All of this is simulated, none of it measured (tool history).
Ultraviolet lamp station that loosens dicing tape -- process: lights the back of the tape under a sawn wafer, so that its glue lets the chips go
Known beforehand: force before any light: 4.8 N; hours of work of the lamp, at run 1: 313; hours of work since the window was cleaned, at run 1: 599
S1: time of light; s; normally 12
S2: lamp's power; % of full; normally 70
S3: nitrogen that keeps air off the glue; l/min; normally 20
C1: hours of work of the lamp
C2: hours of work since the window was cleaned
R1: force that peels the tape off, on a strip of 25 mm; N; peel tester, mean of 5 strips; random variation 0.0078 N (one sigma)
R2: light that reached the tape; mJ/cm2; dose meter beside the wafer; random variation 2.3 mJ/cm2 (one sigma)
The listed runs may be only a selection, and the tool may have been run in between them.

| run | hour | S1 | S2 | S3 | C1 | C2 | R1 | R2 |
|---|---|---|---|---|---|---|---|---|
| 1 | 0 | 12 | 70 | 20 | 313 | 599 | 0.442 | 189 |
| 2 | 36.5 | 12 | 70 | 20 | 328 | 614 | 0.433 | 183 |
| 3 | 58.4 | 12 | 70 | 20 | 337 | 623 | 0.448 | 184 |
| 4 | 78.1 | 8 | 70 | 20 | 345 | 631 | 0.969 | 127 |
| 5 | 115.4 | 8 | 70 | 20 | 361 | 647 | 0.956 | 125 |
| 6 | 152.4 | 8 | 70 | 20 | 376 | 662 | 0.954 | 121 |
| 7 | 190.1 | 8 | 70 | 20 | 392 | 677 | 0.964 | 125 |
|  | 213.2 | window cleaned of glue's vapour |
| 8 | 214.3 | 8 | 70 | 20 | 401 | 0 | 0.836 | 131 |
| 9 | 249.7 | 8 | 70 | 20 | 416 | 15 | 0.877 | 132 |
| 10 | 266.1 | 14 | 97 | 8 | 423 | 22 | 0.247 | 315 |
| 11 | 298.3 | 15 | 81 | 8 | 436 | 35 | 0.318 | 281 |
| 12 | 314.8 | 15 | 81 | 8 | 443 | 42 | 0.314 | 280 |
| 13 | 345.1 | 15 | 81 | 8 | 455 | 54 | 0.321 | 277 |
| 14 | 361.4 | 15 | 81 | 8 | 462 | 61 | 0.331 | 278 |
| 15 | 385.1 | 15 | 81 | 17 | 472 | 71 | 0.192 | 275 |
| 16 | 422.5 | 11 | 89 | 21 | 487 | 86 | 0.297 | 221 |
| 17 | 449.1 | 6 | 96 | 6 | 498 | 97 | 1.439 | 130 |
| 18 | 471.1 | 12 | 79 | 15 | 507 | 106 | 0.402 | 208 |

Branching from run 18: 3 alternative next runs. What would each branch give?
| A | 500.6 | 12 | 77 | 15 | 519 | 118 | ? | ? |
| B | 500.6 | 11 | 96 | 24 | 519 | 118 | ? | ? |
| C | 500.6 | 12 | 79 | 36 | 519 | 118 | ? | ? |

| run | R1 | R2 |
|---|---|---|
| A | 0.423 | 203 |
| B | 0.224 | 237 |
| C | 0.237 | 208 |
Without the tool's hidden state the same runs would have given:
| run | R1 | R2 |
|---|---|---|
| A | 0.298 | 236 |
| B | 0.154 | 276 |
| C | 0.163 | 243 |
